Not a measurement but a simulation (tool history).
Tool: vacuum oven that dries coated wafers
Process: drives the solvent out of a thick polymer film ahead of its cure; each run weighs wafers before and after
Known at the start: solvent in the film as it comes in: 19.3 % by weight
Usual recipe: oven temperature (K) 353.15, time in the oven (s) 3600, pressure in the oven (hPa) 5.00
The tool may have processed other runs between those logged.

run 1 hour=0.0 | oven_temperature_(K)=353.15 time_in_the_oven_(s)=3600 pressure_in_the_oven_(hPa)=5.00 | solvent_left_in_the_film_(%)=1.75
run 2 hour=13.9 | oven_temperature_(K)=353.15 time_in_the_oven_(s)=3600 pressure_in_the_oven_(hPa)=5.00 | solvent_left_in_the_film_(%)=1.74
run 3 hour=30.4 | oven_temperature_(K)=353.15 time_in_the_oven_(s)=3600 pressure_in_the_oven_(hPa)=5.00 | solvent_left_in_the_film_(%)=1.73
run 4 hour=52.6 | oven_temperature_(K)=353.15 time_in_the_oven_(s)=3600 pressure_in_the_oven_(hPa)=5.00 | solvent_left_in_the_film_(%)=1.72
run 5 hour=62.4 | oven_temperature_(K)=353.15 time_in_the_oven_(s)=3600 pressure_in_the_oven_(hPa)=5.00 | solvent_left_in_the_film_(%)=1.73
run 6 hour=80.8 | oven_temperature_(K)=353.15 time_in_the_oven_(s)=3600 pressure_in_the_oven_(hPa)=5.00 | solvent_left_in_the_film_(%)=1.77
run 7 hour=92.9 | oven_temperature_(K)=353.15 time_in_the_oven_(s)=3600 pressure_in_the_oven_(hPa)=5.00 | solvent_left_in_the_film_(%)=1.78
run 8 hour=112.4 | oven_temperature_(K)=365.15 time_in_the_oven_(s)=3600 pressure_in_the_oven_(hPa)=5.00 | solvent_left_in_the_film_(%)=0.31
run 9 hour=130.8 | oven_temperature_(K)=365.15 time_in_the_oven_(s)=3600 pressure_in_the_oven_(hPa)=5.00 | solvent_left_in_the_film_(%)=0.27
run 10 hour=144.9 | oven_temperature_(K)=365.15 time_in_the_oven_(s)=3600 pressure_in_the_oven_(hPa)=5.00 | solvent_left_in_the_film_(%)=0.28
run 11 hour=162.3 | oven_temperature_(K)=353.15 time_in_the_oven_(s)=3720 pressure_in_the_oven_(hPa)=5.00 | solvent_left_in_the_film_(%)=1.65
run 12 hour=177.5 | oven_temperature_(K)=353.15 time_in_the_oven_(s)=3720 pressure_in_the_oven_(hPa)=5.00 | solvent_left_in_the_film_(%)=1.62
run 13 hour=187.2 | oven_temperature_(K)=353.15 time_in_the_oven_(s)=2340 pressure_in_the_oven_(hPa)=5.00 | solvent_left_in_the_film_(%)=3.74
run 14 hour=199.6 | oven_temperature_(K)=353.15 time_in_the_oven_(s)=2340 pressure_in_the_oven_(hPa)=5.00 | solvent_left_in_the_film_(%)=3.77
run 15 hour=213.1 | oven_temperature_(K)=353.15 time_in_the_oven_(s)=2340 pressure_in_the_oven_(hPa)=5.00 | solvent_left_in_the_film_(%)=3.67
run 16 hour=227.2 | oven_temperature_(K)=353.15 time_in_the_oven_(s)=2340 pressure_in_the_oven_(hPa)=5.00 | solvent_left_in_the_film_(%)=3.66
run 17 hour=237.3 | oven_temperature_(K)=353.15 time_in_the_oven_(s)=6120 pressure_in_the_oven_(hPa)=5.00 | solvent_left_in_the_film_(%)=0.46
run 18 hour=259.4 | oven_temperature_(K)=348.15 time_in_the_oven_(s)=2940 pressure_in_the_oven_(hPa)=5.00 | solvent_left_in_the_film_(%)=3.88
run 19 hour=272.0 | oven_temperature_(K)=355.15 time_in_the_oven_(s)=2160 pressure_in_the_oven_(hPa)=18.54 | solvent_left_in_the_film_(%)=3.84
run 20 hour=281.7 | oven_temperature_(K)=355.15 time_in_the_oven_(s)=2160 pressure_in_the_oven_(hPa)=18.54 | solvent_left_in_the_film_(%)=3.82
run 21 hour=291.5 | oven_temperature_(K)=343.15 time_in_the_oven_(s)=3600 pressure_in_the_oven_(hPa)=8.11 | solvent_left_in_the_film_(%)=4.34
run 22 hour=302.0 | oven_temperature_(K)=353.15 time_in_the_oven_(s)=3600 pressure_in_the_oven_(hPa)=4.41 | solvent_left_in_the_film_(%)=1.69
run 23 hour=316.5 | oven_temperature_(K)=353.15 time_in_the_oven_(s)=3600 pressure_in_the_oven_(hPa)=4.41 | solvent_left_in_the_film_(%)=1.73
run 24 hour=332.5 | oven_temperature_(K)=353.15 time_in_the_oven_(s)=3600 pressure_in_the_oven_(hPa)=4.41 | solvent_left_in_the_film_(%)=1.78
run 25 hour=353.8 | oven_temperature_(K)=353.15 time_in_the_oven_(s)=3600 pressure_in_the_oven_(hPa)=4.08 | solvent_left_in_the_film_(%)=1.71
run 26 hour=370.1 | oven_temperature_(K)=353.15 time_in_the_oven_(s)=3600 pressure_in_the_oven_(hPa)=4.08 | solvent_left_in_the_film_(%)=1.72
run 27 hour=388.5 | oven_temperature_(K)=346.15 time_in_the_oven_(s)=3600 pressure_in_the_oven_(hPa)=3.85 | solvent_left_in_the_film_(%)=3.48
run 28 hour=400.3 | oven_temperature_(K)=365.15 time_in_the_oven_(s)=3540 pressure_in_the_oven_(hPa)=13.42 | solvent_left_in_the_film_(%)=0.43
run 29 hour=420.9 | oven_temperature_(K)=365.15 time_in_the_oven_(s)=3240 pressure_in_the_oven_(hPa)=3.78 | solvent_left_in_the_film_(%)=0.44
run 30 hour=437.5 | oven_temperature_(K)=368.15 time_in_the_oven_(s)=3780 pressure_in_the_oven_(hPa)=6.21 | solvent_left_in_the_film_(%)=0.17
run 31 hour=448.8 | oven_temperature_(K)=365.15 time_in_the_oven_(s)=3600 pressure_in_the_oven_(hPa)=19.75 | solvent_left_in_the_film_(%)=0.44

Here are 4 independent what-if runs from the current tool condition. What would each one return?
run A hour=460.4 | oven_temperature_(K)=347.15 time_in_the_oven_(s)=5700 pressure_in_the_oven_(hPa)=2.69 | solvent_left_in_the_film_(%)=?
run B hour=460.4 | oven_temperature_(K)=352.15 time_in_the_oven_(s)=3960 pressure_in_the_oven_(hPa)=6.86 | solvent_left_in_the_film_(%)=?
run C hour=460.4 | oven_temperature_(K)=352.15 time_in_the_oven_(s)=2220 pressure_in_the_oven_(hPa)=14.47 | solvent_left_in_the_film_(%)=?
run D hour=460.4 | oven_temperature_(K)=350.15 time_in_the_oven_(s)=3600 pressure_in_the_oven_(hPa)=5.00 | solvent_left_in_the_film_(%)=?

run=A solvent_left_in_the_film_(%)=1.20
run=B solvent_left_in_the_film_(%)=1.58
run=C solvent_left_in_the_film_(%)=4.45
run=D solvent_left_in_the_film_(%)=2.40
The same runs, with their run-to-run variation unchanged, on a tool lacking any hidden condition would have given:
run=A solvent_left_in_the_film_(%)=1.20
run=B solvent_left_in_the_film_(%)=1.59
run=C solvent_left_in_the_film_(%)=4.45
run=D solvent_left_in_the_film_(%)=2.41

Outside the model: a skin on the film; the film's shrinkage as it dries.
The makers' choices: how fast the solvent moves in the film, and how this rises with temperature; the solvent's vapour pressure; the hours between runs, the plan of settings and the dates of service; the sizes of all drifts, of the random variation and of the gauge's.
